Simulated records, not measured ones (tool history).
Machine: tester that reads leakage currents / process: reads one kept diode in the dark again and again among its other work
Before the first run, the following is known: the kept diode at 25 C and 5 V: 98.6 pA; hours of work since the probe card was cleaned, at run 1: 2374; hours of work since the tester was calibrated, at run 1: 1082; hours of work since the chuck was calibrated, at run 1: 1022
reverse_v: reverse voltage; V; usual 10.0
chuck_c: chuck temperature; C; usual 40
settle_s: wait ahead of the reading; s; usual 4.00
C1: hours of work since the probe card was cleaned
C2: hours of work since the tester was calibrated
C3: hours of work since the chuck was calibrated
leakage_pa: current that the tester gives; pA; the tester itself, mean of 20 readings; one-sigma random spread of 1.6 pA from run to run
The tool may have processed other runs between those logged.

run 1 hour=0.0 | reverse_v=10.0 chuck_c=40 settle_s=4.00 | C1=2374 C2=1082 C3=1022 | leakage_pa=540.65
run 2 hour=30.6 | reverse_v=10.0 chuck_c=40 settle_s=4.00 | C1=2398 C2=1105 C3=1045 | leakage_pa=535.48
run 3 hour=51.4 | reverse_v=10.0 chuck_c=40 settle_s=4.00 | C1=2414 C2=1122 C3=1062 | leakage_pa=539.88
run 4 hour=79.2 | reverse_v=15.0 chuck_c=40 settle_s=4.00 | C1=2436 C2=1143 C3=1083 | leakage_pa=658.02
run 5 hour=111.0 | reverse_v=10.0 chuck_c=40 settle_s=4.00 | C1=2461 C2=1168 C3=1108 | leakage_pa=540.13
run 6 hour=136.0 | reverse_v=10.0 chuck_c=40 settle_s=4.00 | C1=2480 C2=1188 C3=1128 | leakage_pa=541.87
run 7 hour=162.9 | reverse_v=7.1 chuck_c=40 settle_s=4.00 | C1=2501 C2=1209 C3=1149 | leakage_pa=454.49
run 8 hour=192.8 | reverse_v=7.1 chuck_c=40 settle_s=4.00 | C1=2525 C2=1232 C3=1172 | leakage_pa=453.67
run 9 hour=221.0 | reverse_v=7.1 chuck_c=40 settle_s=4.00 | C1=2547 C2=1254 C3=1194 | leakage_pa=452.37
run 10 hour=249.4 | reverse_v=10.0 chuck_c=40 settle_s=4.00 | C1=2569 C2=1276 C3=1217 | leakage_pa=538.96
run 11 hour=271.2 | reverse_v=10.0 chuck_c=40 settle_s=4.00 | C1=2586 C2=1294 C3=1234 | leakage_pa=540.37
run 12 hour=287.6 | reverse_v=10.0 chuck_c=21 settle_s=4.00 | C1=2599 C2=1306 C3=1246 | leakage_pa=95.86
run 13 hour=313.7 | reverse_v=10.0 chuck_c=21 settle_s=4.00 | C1=2619 C2=1327 C3=1267 | leakage_pa=96.01
run 14 hour=346.5 | reverse_v=10.0 chuck_c=22 settle_s=2.91 | C1=2645 C2=1352 C3=1292 | leakage_pa=105.95
run 15 hour=380.3 | reverse_v=10.6 chuck_c=32 settle_s=0.85 | C1=2671 C2=1379 C3=1319 | leakage_pa=277.78
run 16 hour=409.7 | reverse_v=2.0 chuck_c=32 settle_s=1.57 | C1=2694 C2=1402 C3=1342 | leakage_pa=118.87
run 17 hour=432.3 | reverse_v=4.9 chuck_c=29 settle_s=5.62 | C1=2712 C2=1419 C3=1359 | leakage_pa=142.22
run 18 hour=466.0 | reverse_v=4.9 chuck_c=29 settle_s=5.62 | C1=2738 C2=1446 C3=1386 | leakage_pa=141.95
run 19 hour=486.2 | reverse_v=4.9 chuck_c=29 settle_s=5.62 | C1=2754 C2=1462 C3=1402 | leakage_pa=141.59
run 20 hour=515.3 | reverse_v=10.0 chuck_c=40 settle_s=1.29 | C1=2777 C2=1484 C3=1424 | leakage_pa=544.21
run 21 hour=544.2 | reverse_v=2.5 chuck_c=40 settle_s=1.29 | C1=2799 C2=1507 C3=1447 | leakage_pa=269.16

Here are 4 independent what-if runs from the current tool condition. What would each one return?
run A hour=575.9 | reverse_v=10.0 chuck_c=54 settle_s=4.00 | C1=2824 C2=1532 C3=1472 | leakage_pa=?
run B hour=575.9 | reverse_v=1.6 chuck_c=22 settle_s=5.84 | C1=2824 C2=1532 C3=1472 | leakage_pa=?
run C hour=575.9 | reverse_v=2.2 chuck_c=28 settle_s=0.70 | C1=2824 C2=1532 C3=1472 | leakage_pa=?
run D hour=575.9 | reverse_v=6.6 chuck_c=40 settle_s=1.29 | C1=2824 C2=1532 C3=1472 | leakage_pa=?

run=A leakage_pa=1699.29
run=B leakage_pa=42.11
run=C leakage_pa=87.14
run=D leakage_pa=438.83
Without the tool's unlogged condition, the same runs would have read:
run=A leakage_pa=1697.64
run=B leakage_pa=42.04
run=C leakage_pa=87.03
run=D leakage_pa=438.32

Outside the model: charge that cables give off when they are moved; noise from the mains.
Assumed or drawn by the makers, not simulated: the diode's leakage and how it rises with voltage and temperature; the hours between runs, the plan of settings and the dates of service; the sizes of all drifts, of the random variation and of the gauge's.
